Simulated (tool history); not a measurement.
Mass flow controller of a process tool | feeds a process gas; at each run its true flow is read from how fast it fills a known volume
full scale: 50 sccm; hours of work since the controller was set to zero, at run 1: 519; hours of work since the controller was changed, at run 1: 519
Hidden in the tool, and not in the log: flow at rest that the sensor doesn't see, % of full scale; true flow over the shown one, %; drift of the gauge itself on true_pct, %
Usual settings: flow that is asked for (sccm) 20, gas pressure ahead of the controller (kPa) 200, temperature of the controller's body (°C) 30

run     day  flow that is asked for (sccm)  gas pressure ahead of the controller (kPa)  temperature of the controller's body (°C)  hours of work since the controller was set to zero  hours of work since the controller was changed  true flow (%)
  1       0                             20                                         200                                         30                                                 519                                             519          98.29
  2   2.121                             20                                         200                                         30                                                 542                                             542          98.12
  3   3.596                             20                                         200                                         30                                                 559                                             559          98.24
  4   5.196                             20                                         200                                         30                                                 576                                             576          98.23
  5   6.525                             20                                         218                                         30                                                 591                                             591          98.09
  6     8.2                             20                                         218                                         30                                                 609                                             609          98.08
  7  10.317                              5                                         208                                         30                                                 632                                             632           96.5
     10.629  -- controller's zero set anew
  8  11.692                             25                                         208                                         27                                                  12                                             647          98.27
  9  14.417                             20                                         225                                         30                                                  41                                             677          97.78
     16.042  -- controller's zero set anew, once more
 10  16.133                             20                                         225                                         30                                                   1                                             695          98.21
 11   17.55                             28                                         173                                         37                                                  16                                             711          98.87
 12  20.342                             20                                         140                                         26                                                  47                                             741          98.47

5 ways to go on from here, each from the tool as it stands after run 12. What would each give?
  A  22.996                             13                                         154                                         33                                                  76                                             771              ?
  B  22.996                             20                                         178                                         24                                                  76                                             771              ?
  C  22.996                             17                                         173                                         28                                                  76                                             771              ?
  D  22.996                             20                                         275                                         20                                                  76                                             771              ?
  E  22.996                             31                                         165                                         35                                                  76                                             771              ?

run  true flow (%)
  A          98.33
  B          98.22
  C          98.32
  D          97.53
  E          98.99
Without the tool's hidden state the same runs would have given:
run  true flow (%)
  A          99.28
  B           99.1
  C          99.23
  D          98.42
  E          99.85
